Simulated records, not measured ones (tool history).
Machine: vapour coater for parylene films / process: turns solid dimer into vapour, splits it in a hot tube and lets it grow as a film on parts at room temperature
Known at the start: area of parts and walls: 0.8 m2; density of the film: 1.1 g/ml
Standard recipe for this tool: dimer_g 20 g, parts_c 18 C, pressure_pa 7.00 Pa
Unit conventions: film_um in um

run,hour,dimer_g,parts_c,pressure_pa,film_um
1,0.0,20,18,7.00,12.20
2,15.7,20,18,7.59,12.07
3,41.8,20,20,7.00,11.36
4,70.1,20,20,7.00,11.26
5,99.3,20,20,7.00,11.21
6,115.7,20,20,7.00,11.30
7,130.4,18,18,7.00,10.81
8,163.8,18,18,7.00,10.64
9,197.0,18,18,7.00,10.52
10,227.3,18,18,7.00,10.69
11,251.7,20,18,7.00,11.82
12,270.2,20,10,7.00,15.20
13,302.9,20,10,7.00,17.10
14,323.9,20,10,7.00,17.21
15,358.3,15,10,7.00,12.73
16,387.1,28,26,11.41,12.28
17,406.5,29,26,11.41,12.77
18,426.7,30,18,7.00,19.08
19,462.7,30,18,7.00,19.22
20,492.3,29,18,3.73,20.93
21,526.8,29,18,3.73,20.93
22,547.5,27,15,7.00,18.87
23,576.3,20,18,6.70,12.56
24,602.2,20,18,4.31,13.64
25,635.2,20,18,4.31,13.73
26,652.1,15,18,3.31,10.94
27,685.0,15,18,3.31,10.74
28,708.8,16,18,11.23,8.82

Not shown here: 1 entry made in the log between runs. Locate each between two listed runs and compare the hidden state at the listed run before it with the hidden state at the listed run after it:
In the gap between runs 12 and 13: trap's valve overhauled (hour 282.8)
  vapour lost through the trap's worn valve, %: 11.8 -> 0.8; true temperature of the parts over the reading, C: 0.07 -> 0.08
  measured value less the no-hidden-state value, film_um: -2.08 -> -0.18 um
